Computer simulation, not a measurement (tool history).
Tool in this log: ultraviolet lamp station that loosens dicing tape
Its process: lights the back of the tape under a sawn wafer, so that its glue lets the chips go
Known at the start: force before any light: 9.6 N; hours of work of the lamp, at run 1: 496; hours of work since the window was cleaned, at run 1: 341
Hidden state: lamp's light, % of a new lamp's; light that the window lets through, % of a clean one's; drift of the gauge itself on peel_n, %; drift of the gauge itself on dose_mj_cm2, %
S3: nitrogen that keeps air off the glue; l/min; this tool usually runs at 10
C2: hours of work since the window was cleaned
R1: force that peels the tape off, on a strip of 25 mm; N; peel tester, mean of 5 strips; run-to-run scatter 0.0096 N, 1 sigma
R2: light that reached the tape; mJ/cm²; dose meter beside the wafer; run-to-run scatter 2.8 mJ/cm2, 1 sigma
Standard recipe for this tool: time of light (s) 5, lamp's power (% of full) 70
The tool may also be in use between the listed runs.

run 1 hour=0.0 | time_of_light_(s)=5 lamp's_power_(%_of_full)=70 S3=10 | hours_of_work_of_the_lamp=496 C2=341 | R1=0.593 R2=337
run 2 hour=26.2 | time_of_light_(s)=3 lamp's_power_(%_of_full)=70 S3=10 | hours_of_work_of_the_lamp=511 C2=356 | R1=1.696 R2=200
run 3 hour=53.3 | time_of_light_(s)=3 lamp's_power_(%_of_full)=70 S3=10 | hours_of_work_of_the_lamp=527 C2=372 | R1=1.744 R2=202
run 4 hour=83.0 | time_of_light_(s)=3 lamp's_power_(%_of_full)=70 S3=10 | hours_of_work_of_the_lamp=545 C2=390 | R1=1.767 R2=198
run 5 hour=131.6 | time_of_light_(s)=5 lamp's_power_(%_of_full)=70 S3=10 | hours_of_work_of_the_lamp=574 C2=419 | R1=0.671 R2=322
run 6 hour=168.8 | time_of_light_(s)=8 lamp's_power_(%_of_full)=70 S3=10 | hours_of_work_of_the_lamp=596 C2=441 | R1=0.205 R2=514
run 7 hour=199.6 | time_of_light_(s)=9 lamp's_power_(%_of_full)=80 S3=9 | hours_of_work_of_the_lamp=614 C2=459 | R1=0.137 R2=660
run 8 hour=248.7 | time_of_light_(s)=9 lamp's_power_(%_of_full)=65 S3=3 | hours_of_work_of_the_lamp=643 C2=488 | R1=0.443 R2=532
run 9 hour=278.0 | time_of_light_(s)=9 lamp's_power_(%_of_full)=65 S3=3 | hours_of_work_of_the_lamp=660 C2=505 | R1=0.465 R2=527
run 10 hour=330.2 | time_of_light_(s)=4 lamp's_power_(%_of_full)=65 S3=5 | hours_of_work_of_the_lamp=691 C2=536 | R1=1.914 R2=233

Each row is a separate what-if for the run after 10, all from the same tool condition, not one after another. Results?
-- hour=367.9 window cleaned of glue's vapour
run A hour=367.9 | time_of_light_(s)=6 lamp's_power_(%_of_full)=71 S3=5 | hours_of_work_of_the_lamp=713 C2=0 | R1=? R2=?
-- hour=367.9 window cleaned of glue's vapour
run B hour=367.9 | time_of_light_(s)=4 lamp's_power_(%_of_full)=82 S3=9 | hours_of_work_of_the_lamp=713 C2=0 | R1=? R2=?
-- hour=367.9 window cleaned of glue's vapour
run C hour=367.9 | time_of_light_(s)=8 lamp's_power_(%_of_full)=69 S3=4 | hours_of_work_of_the_lamp=713 C2=0 | R1=? R2=?
-- hour=367.9 window cleaned of glue's vapour
run D hour=367.9 | time_of_light_(s)=2 lamp's_power_(%_of_full)=74 S3=11 | hours_of_work_of_the_lamp=713 C2=0 | R1=? R2=?
-- hour=367.9 window cleaned of glue's vapour
run E hour=367.9 | time_of_light_(s)=5 lamp's_power_(%_of_full)=63 S3=7 | hours_of_work_of_the_lamp=713 C2=0 | R1=? R2=?

run=A R1=0.533 R2=428
run=B R1=0.686 R2=324
run=C R1=0.330 R2=552
run=D R1=2.734 R2=146
run=E R1=0.888 R2=314
Without the tool's unlogged condition, the same runs would have read:
run=A R1=0.394 R2=482
run=B R1=0.515 R2=364
run=C R1=0.247 R2=620
run=D R1=2.336 R2=165
run=E R1=0.678 R2=353

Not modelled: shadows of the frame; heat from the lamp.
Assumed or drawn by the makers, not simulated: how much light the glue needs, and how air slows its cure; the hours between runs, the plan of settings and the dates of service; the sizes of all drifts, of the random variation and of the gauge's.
